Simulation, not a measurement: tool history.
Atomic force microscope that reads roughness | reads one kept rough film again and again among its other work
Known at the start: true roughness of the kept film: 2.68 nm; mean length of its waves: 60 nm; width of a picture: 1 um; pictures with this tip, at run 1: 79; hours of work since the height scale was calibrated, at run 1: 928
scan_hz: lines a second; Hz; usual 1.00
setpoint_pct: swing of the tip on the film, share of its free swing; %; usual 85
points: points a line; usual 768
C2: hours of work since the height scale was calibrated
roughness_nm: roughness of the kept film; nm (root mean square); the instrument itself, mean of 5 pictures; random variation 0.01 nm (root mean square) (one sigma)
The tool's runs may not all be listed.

Run 1, day 0.000: usual settings; pictures with this tip 79; C2 928. Result: roughness_nm 2.260 nm (root mean square).
At day 0.996: new tip fitted.
Run 2, day 1.867: usual settings; pictures with this tip 34; C2 952. Result: roughness_nm 2.327 nm (root mean square).
Run 3, day 3.050: usual settings; pictures with this tip 79; C2 967. Result: roughness_nm 2.252 nm (root mean square).
At day 3.862: new tip fitted.
Run 4, day 4.692: usual settings; pictures with this tip 32; C2 988. Result: roughness_nm 2.314 nm (root mean square).
Run 5, day 6.612: usual settings; pictures with this tip 106; C2 1012. Result: roughness_nm 2.238 nm (root mean square).
At day 6.750: new tip fitted.
Run 6, day 8.075: usual settings; pictures with this tip 51; C2 1031. Result: roughness_nm 2.285 nm (root mean square).
At day 9.717: new tip fitted.
Run 7, day 9.717: usual settings; pictures with this tip 0; C2 1052. Result: roughness_nm 2.368 nm (root mean square).
Run 8, day 12.058: usual settings; pictures with this tip 90; C2 1082. Result: roughness_nm 2.216 nm (root mean square).
At day 12.658: new tip fitted.
Run 9, day 13.883: usual settings but setpoint_pct 74 %; pictures with this tip 47; C2 1105. Result: roughness_nm 2.393 nm (root mean square).
Run 10, day 15.275: usual settings but setpoint_pct 74 %; pictures with this tip 101; C2 1123. Result: roughness_nm 2.281 nm (root mean square).
At day 15.583: new tip fitted.
Run 11, day 17.417: usual settings; pictures with this tip 71; C2 1150. Result: roughness_nm 2.253 nm (root mean square).
At day 18.571: new tip fitted.
Run 12, day 19.617: usual settings; pictures with this tip 40; C2 1178. Result: roughness_nm 2.297 nm (root mean square).
Run 13, day 21.000: usual settings but scan_hz 2.91 Hz, setpoint_pct 58 %, points 324; pictures with this tip 94; C2 1196. Result: roughness_nm 2.316 nm (root mean square).
At day 21.154: height scale calibrated on a step standard.
At day 21.500: new tip fitted.
Run 14, day 23.242: usual settings but scan_hz 2.91 Hz, setpoint_pct 74 %, points 324; pictures with this tip 67; C2 27. Result: roughness_nm 2.125 nm (root mean square).
At day 24.392: new tip fitted.
Run 15, day 24.462: usual settings but scan_hz 2.91 Hz, setpoint_pct 74 %, points 324; pictures with this tip 3; C2 42. Result: roughness_nm 2.215 nm (root mean square).
Run 16, day 26.612: usual settings but scan_hz 2.19 Hz, points 638; pictures with this tip 86; C2 70. Result: roughness_nm 2.018 nm (root mean square).
At day 27.329: new tip fitted.
Run 17, day 27.746: usual settings but setpoint_pct 79 %; pictures with this tip 16; C2 84. Result: roughness_nm 2.373 nm (root mean square).
Run 18, day 29.338: usual settings; pictures with this tip 78; C2 104. Result: roughness_nm 2.238 nm (root mean square).
At day 30.342: new tip fitted.
Run 19, day 30.992: usual settings; pictures with this tip 25; C2 125. Result: roughness_nm 2.318 nm (root mean square).
At day 31.479: height scale calibrated on a step standard, once more.
Run 20, day 33.062: usual settings but scan_hz 0.96 Hz, points 298; pictures with this tip 103; C2 20. Result: roughness_nm 2.229 nm (root mean square).
At day 33.404: new tip fitted.
Run 21, day 35.058: usual settings but scan_hz 0.93 Hz, setpoint_pct 70 %; pictures with this tip 64; C2 46. Result: roughness_nm 2.420 nm (root mean square).
At day 36.396: new tip fitted.
Run 22, day 36.529: usual settings but setpoint_pct 73 %, points 287; pictures with this tip 6; C2 64. Result: roughness_nm 2.476 nm (root mean square).

3 ways to go on from here, each from the tool as it stands after run 22. What would each give?
Run A, day 38.821: usual settings but scan_hz 0.85 Hz, setpoint_pct 73 %, points 287; pictures with this tip 94; C2 94. Result: roughness_nm ?.
Run B, day 38.821: usual settings but scan_hz 2.26 Hz, setpoint_pct 73 %, points 556; pictures with this tip 94; C2 94. Result: roughness_nm ?.
Run C, day 38.821: usual settings but scan_hz 1.62 Hz, setpoint_pct 89 %, points 531; pictures with this tip 94; C2 94. Result: roughness_nm ?.

run  roughness_nm
  A         2.362
  B         2.230
  C         2.083
Without the tool's hidden state the same runs would have given:
run  roughness_nm
  A         2.510
  B         2.370
  C         2.213

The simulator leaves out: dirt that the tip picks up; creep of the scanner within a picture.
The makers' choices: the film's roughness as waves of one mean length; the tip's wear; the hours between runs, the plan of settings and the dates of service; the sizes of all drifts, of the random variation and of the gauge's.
